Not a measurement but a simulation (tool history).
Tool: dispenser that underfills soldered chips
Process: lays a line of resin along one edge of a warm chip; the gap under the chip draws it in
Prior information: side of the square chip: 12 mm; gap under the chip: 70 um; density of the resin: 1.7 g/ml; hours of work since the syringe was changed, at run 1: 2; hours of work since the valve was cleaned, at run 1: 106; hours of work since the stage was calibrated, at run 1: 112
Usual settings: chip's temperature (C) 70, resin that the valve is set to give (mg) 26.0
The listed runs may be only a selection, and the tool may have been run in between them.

run,hour,chip's temperature (C),resin that the valve is set to give (mg),hours of work since the syringe was changed,hours of work since the valve was cleaned,hours of work since the stage was calibrated,time until the resin shows at the far edge (s),resin that the valve gave (mg)
1,0.0,70,26.0,2,106,112,86.2,24.94
2,4.1,70,26.0,4,109,115,104.7,25.09
# hour 6.9: new syringe of resin
3,13.8,70,30.0,5,116,121,103.5,28.74
# hour 15.9: new syringe of resin
4,23.0,70,26.0,5,121,127,103.5,24.76
# hour 25.3: new syringe of resin
5,28.8,70,22.2,2,125,131,92.9,21.05
# hour 34.6: new syringe of resin
6,37.1,70,26.0,2,130,136,84.8,24.86
# hour 44.0: new syringe of resin
7,44.2,70,26.0,0,135,141,76.2,24.81
# hour 49.8: dispensing valve cleaned and set on the balance
8,51.5,70,26.0,4,1,145,103.1,25.88
# hour 54.4: new syringe of resin
9,61.0,70,26.0,4,7,151,104.1,25.87
# hour 63.4: new syringe of resin
10,69.9,70,26.0,4,13,157,104.2,25.71
# hour 73.1: new syringe of resin
11,77.6,70,26.0,3,18,162,93.8,25.59
# hour 82.4: new syringe of resin
12,82.9,68,25.5,0,21,165,82.2,25.14
13,90.6,68,25.5,5,27,171,121.1,25.20

The next listed run, before its measurement:
# hour 91.6: new syringe of resin
14,96.3,65,22.4,3,30,174,?,?

time until the resin shows at the far edge (s): 120.0
resin that the valve gave (mg): 22.29
On a tool with no hidden condition, and with the same random variation, this run would have come out at time until the resin shows at the far edge (s) 98.3, resin that the valve gave (mg) 22.63.
